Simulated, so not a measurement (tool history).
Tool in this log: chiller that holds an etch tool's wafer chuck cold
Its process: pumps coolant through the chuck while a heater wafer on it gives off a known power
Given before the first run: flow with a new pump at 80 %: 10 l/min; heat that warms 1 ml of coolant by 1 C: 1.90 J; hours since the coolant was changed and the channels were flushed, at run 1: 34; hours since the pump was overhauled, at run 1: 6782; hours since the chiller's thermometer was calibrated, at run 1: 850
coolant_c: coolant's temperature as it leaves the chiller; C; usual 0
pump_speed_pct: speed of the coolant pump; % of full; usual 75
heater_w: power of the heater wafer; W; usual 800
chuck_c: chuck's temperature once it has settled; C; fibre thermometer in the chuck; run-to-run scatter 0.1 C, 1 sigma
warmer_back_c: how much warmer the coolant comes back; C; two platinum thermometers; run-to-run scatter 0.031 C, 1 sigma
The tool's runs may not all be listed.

run	day	coolant_c	pump_speed_pct	heater_w	hours since the coolant was changed and the channels were flushed	hours since the pump was overhauled	hours since the chiller's thermometer was calibrated	chuck_c	warmer_back_c
1	0.000	0	75	800	34	6782	850	6.2	3.03
2	4.433	0	75	800	140	6888	956	6.4	3.05
3	9.383	0	75	800	259	7007	1075	6.2	3.08
4	15.996	0	75	1150	418	7166	1234	9.1	4.43
5	22.075	0	75	1150	564	7312	1380	9.1	4.36
6	27.583	0	75	1150	696	7444	1512	9.2	4.39
# day 28.179: chiller's thermometer calibrated
7	34.725	-1	92	787	866	7614	157	4.5	2.44
8	37.912	-1	92	787	943	7691	234	4.7	2.47
# day 40.508: chiller's thermometer calibrated, once more
9	43.054	-1	92	787	1065	7813	61	4.4	2.45
10	47.417	-8	79	576	1170	7918	166	-3.9	2.11
# day 49.388: coolant pump overhauled
11	54.421	-8	79	576	1333	121	329	-4.0	1.85
12	58.988	-8	79	576	1443	230	438	-3.9	1.85

Consider 5 possible next runs. They are alternatives, not a sequence: every one starts from the tool as it was left by run 12. What does each give?
A	66.062	2	96	708	1613	400	608	?	?
B	66.062	0	75	825	1613	400	608	?	?
C	66.062	0	71	611	1613	400	608	?	?
D	66.062	8	75	1017	1613	400	608	?	?
E	66.062	-5	72	570	1613	400	608	?	?

run	chuck_c	warmer_back_c
A	6.5	1.87
B	6.0	2.77
C	4.6	2.24
D	15.3	3.42
E	-0.6	2.02
Had the tool no hidden state, the same runs would have come out as:
run	chuck_c	warmer_back_c
A	6.3	1.86
B	5.8	2.77
C	4.4	2.23
D	15.0	3.41
E	-0.8	2.02
